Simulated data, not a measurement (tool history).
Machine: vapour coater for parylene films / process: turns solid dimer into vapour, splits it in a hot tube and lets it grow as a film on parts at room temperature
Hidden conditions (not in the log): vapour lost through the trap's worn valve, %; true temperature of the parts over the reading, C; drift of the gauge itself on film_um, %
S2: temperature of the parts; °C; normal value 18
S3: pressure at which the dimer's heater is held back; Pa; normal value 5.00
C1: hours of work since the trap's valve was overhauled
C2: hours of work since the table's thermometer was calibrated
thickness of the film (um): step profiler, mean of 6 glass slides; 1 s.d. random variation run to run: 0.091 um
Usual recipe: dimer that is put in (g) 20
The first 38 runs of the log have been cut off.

run 39 hour=781.4 | dimer_that_is_put_in_(g)=18 S2=14 S3=3.32 | C1=263 C2=341 | thickness_of_the_film_(um)=10.95
run 40 hour=809.6 | dimer_that_is_put_in_(g)=27 S2=14 S3=2.14 | C1=280 C2=359 | thickness_of_the_film_(um)=16.64
run 41 hour=831.3 | dimer_that_is_put_in_(g)=20 S2=21 S3=5.00 | C1=294 C2=373 | thickness_of_the_film_(um)=9.36
run 42 hour=856.0 | dimer_that_is_put_in_(g)=31 S2=12 S3=5.00 | C1=310 C2=388 | thickness_of_the_film_(um)=19.48
run 43 hour=875.2 | dimer_that_is_put_in_(g)=11 S2=25 S3=7.02 | C1=322 C2=400 | thickness_of_the_film_(um)=4.54
run 44 hour=903.1 | dimer_that_is_put_in_(g)=11 S2=25 S3=7.02 | C1=340 C2=418 | thickness_of_the_film_(um)=4.41
run 45 hour=930.1 | dimer_that_is_put_in_(g)=13 S2=18 S3=5.00 | C1=357 C2=435 | thickness_of_the_film_(um)=6.56
run 46 hour=946.5 | dimer_that_is_put_in_(g)=27 S2=27 S3=5.37 | C1=367 C2=445 | thickness_of_the_film_(um)=10.19
run 47 hour=975.3 | dimer_that_is_put_in_(g)=10 S2=15 S3=10.49 | C1=385 C2=464 | thickness_of_the_film_(um)=5.34

3 options for the next run, each taken on its own from the tool as it stands now. Forecast them:
run A hour=1002.5 | dimer_that_is_put_in_(g)=29 S2=13 S3=10.49 | C1=402 C2=481 | thickness_of_the_film_(um)=?
run B hour=1002.5 | dimer_that_is_put_in_(g)=30 S2=27 S3=5.00 | C1=402 C2=481 | thickness_of_the_film_(um)=?
run C hour=1002.5 | dimer_that_is_put_in_(g)=10 S2=15 S3=3.13 | C1=402 C2=481 | thickness_of_the_film_(um)=?

run=A thickness_of_the_film_(um)=16.38
run=B thickness_of_the_film_(um)=11.32
run=C thickness_of_the_film_(um)=5.65
What these runs would have given with no unlogged condition in the tool:
run=A thickness_of_the_film_(um)=18.03
run=B thickness_of_the_film_(um)=12.46
run=C thickness_of_the_film_(um)=6.22

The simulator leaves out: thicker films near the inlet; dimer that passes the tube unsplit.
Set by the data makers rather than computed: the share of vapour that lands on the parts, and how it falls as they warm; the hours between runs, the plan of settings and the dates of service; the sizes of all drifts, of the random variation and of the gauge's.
